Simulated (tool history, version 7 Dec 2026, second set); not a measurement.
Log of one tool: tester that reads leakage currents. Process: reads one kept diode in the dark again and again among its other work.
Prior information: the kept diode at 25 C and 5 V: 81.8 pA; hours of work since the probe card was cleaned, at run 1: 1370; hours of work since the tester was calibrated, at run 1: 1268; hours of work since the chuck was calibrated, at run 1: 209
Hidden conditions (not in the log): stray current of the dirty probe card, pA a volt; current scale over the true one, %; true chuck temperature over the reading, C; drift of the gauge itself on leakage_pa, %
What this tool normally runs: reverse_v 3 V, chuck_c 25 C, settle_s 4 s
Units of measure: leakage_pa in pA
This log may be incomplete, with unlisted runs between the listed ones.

run,day,reverse_v,chuck_c,settle_s,hours of work since the probe card was cleaned,hours of work since the tester was calibrated,hours of work since the chuck was calibrated,leakage_pa
1,0,3,25,4,1370,1268,209,67.29
2,4.088,3,25,4,1418,1317,258,68.02
3,10.233,3,25,4,1492,1390,331,69.13
4,13.538,3,25,4,1531,1429,371,68.99
5,19.729,3,25,4,1605,1503,444,69.7
6,23.508,3,25,4,1650,1548,489,69.79
7,28.867,3,41,4,1714,1612,553,266.42
8,34.708,3,41,0.95,1783,1682,623,269.54
9,40.208,3,41,0.95,1849,1747,689,273.39
10,44.138,3,41,0.95,1896,1794,735,274.25
# day 44.667: chuck's temperature calibrated
11,50.208,3,41,0.95,1967,1865,66,282.38
12,55.912,3,41,0.95,2035,1933,134,283.73
13,59.079,2.37,53,0.36,2073,1971,172,637.18
14,63.954,2.37,53,0.36,2131,2029,230,637.74
# day 68.679: chuck's temperature calibrated, once more
15,69.704,2.37,53,0.36,2199,2097,12,581.17
16,74.696,5.56,24,1.04,2258,2156,72,94.6
17,81.225,5.56,24,0.83,2336,2234,150,96.67
18,88.404,5.91,25,4,2421,2320,235,107.68
19,92.158,1.48,43,4,2466,2364,280,211.95
20,95.308,1.48,43,4,2504,2402,317,213.04
21,102.062,14.21,31,1.37,2584,2483,398,301.06

Each row is a separate what-if for the run after 21, all from the same tool condition, not one after another. Results?
A,105.504,2.43,33,0.65,2625,2524,439,?
B,105.504,14.21,35,4.64,2625,2524,439,?
C,105.504,3,25,1.05,2625,2524,439,?
D,105.504,3,25,0.39,2625,2524,439,?

run,leakage_pa
A,128.09
B,411.75
C,75.17
D,76.69
The same runs, with their run-to-run variation unchanged, on a tool lacking any hidden condition would have given:
run,leakage_pa
A,113.48
B,351.3
C,63.06
D,64.55

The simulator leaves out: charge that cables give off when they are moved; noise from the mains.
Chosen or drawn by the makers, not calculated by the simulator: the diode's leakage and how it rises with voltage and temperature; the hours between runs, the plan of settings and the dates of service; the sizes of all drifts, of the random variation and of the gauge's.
